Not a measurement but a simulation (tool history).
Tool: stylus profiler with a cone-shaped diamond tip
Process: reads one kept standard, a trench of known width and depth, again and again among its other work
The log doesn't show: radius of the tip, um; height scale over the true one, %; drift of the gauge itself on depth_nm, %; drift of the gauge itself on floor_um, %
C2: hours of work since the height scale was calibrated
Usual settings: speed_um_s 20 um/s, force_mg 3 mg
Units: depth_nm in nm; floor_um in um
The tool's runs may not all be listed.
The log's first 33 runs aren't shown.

run 34 hour=427.3 | speed_um_s=16 force_mg=1.04 | scans_with_this_tip=1888 C2=30 | depth_nm=201.93 floor_um=17.86
run 35 hour=442.8 | speed_um_s=16 force_mg=2.76 | scans_with_this_tip=2032 C2=42 | depth_nm=203.67 floor_um=17.91
run 36 hour=458.6 | speed_um_s=30 force_mg=3.86 | scans_with_this_tip=2180 C2=53 | depth_nm=204.67 floor_um=17.86
run 37 hour=473 | speed_um_s=5 force_mg=4.2 | scans_with_this_tip=2314 C2=64 | depth_nm=204.99 floor_um=17.9
run 38 hour=488.4 | speed_um_s=11 force_mg=4.2 | scans_with_this_tip=2458 C2=75 | depth_nm=205.06 floor_um=17.84
run 39 hour=496.4 | speed_um_s=12 force_mg=1.08 | scans_with_this_tip=2532 C2=81 | depth_nm=201.93 floor_um=17.94
run 40 hour=506.3 | speed_um_s=29 force_mg=1.75 | scans_with_this_tip=2625 C2=88 | depth_nm=202.7 floor_um=17.83
run 41 hour=521.8 | speed_um_s=10 force_mg=1.75 | scans_with_this_tip=2769 C2=100 | depth_nm=202.71 floor_um=17.81
run 42 hour=531.4 | speed_um_s=5 force_mg=5.27 | scans_with_this_tip=2859 C2=107 | depth_nm=205.78 floor_um=17.89
run 43 hour=544 | speed_um_s=23 force_mg=1.59 | scans_with_this_tip=2977 C2=116 | depth_nm=202.48 floor_um=17.84
run 44 hour=555.8 | speed_um_s=8 force_mg=4.08 | scans_with_this_tip=3086 C2=125 | depth_nm=204.84 floor_um=17.84
run 45 hour=564.3 | speed_um_s=31 force_mg=1.91 | scans_with_this_tip=3166 C2=131 | depth_nm=202.95 floor_um=17.79

Forecast run 46:
run 46 hour=580.6 | speed_um_s=40 force_mg=3.76 | scans_with_this_tip=3317 C2=143 | depth_nm=? floor_um=?

depth_nm: 204.66 nm
floor_um: 17.78 um
Without the tool's hidden state the same run would have given depth_nm 204.65 nm, floor_um 17.98 um.

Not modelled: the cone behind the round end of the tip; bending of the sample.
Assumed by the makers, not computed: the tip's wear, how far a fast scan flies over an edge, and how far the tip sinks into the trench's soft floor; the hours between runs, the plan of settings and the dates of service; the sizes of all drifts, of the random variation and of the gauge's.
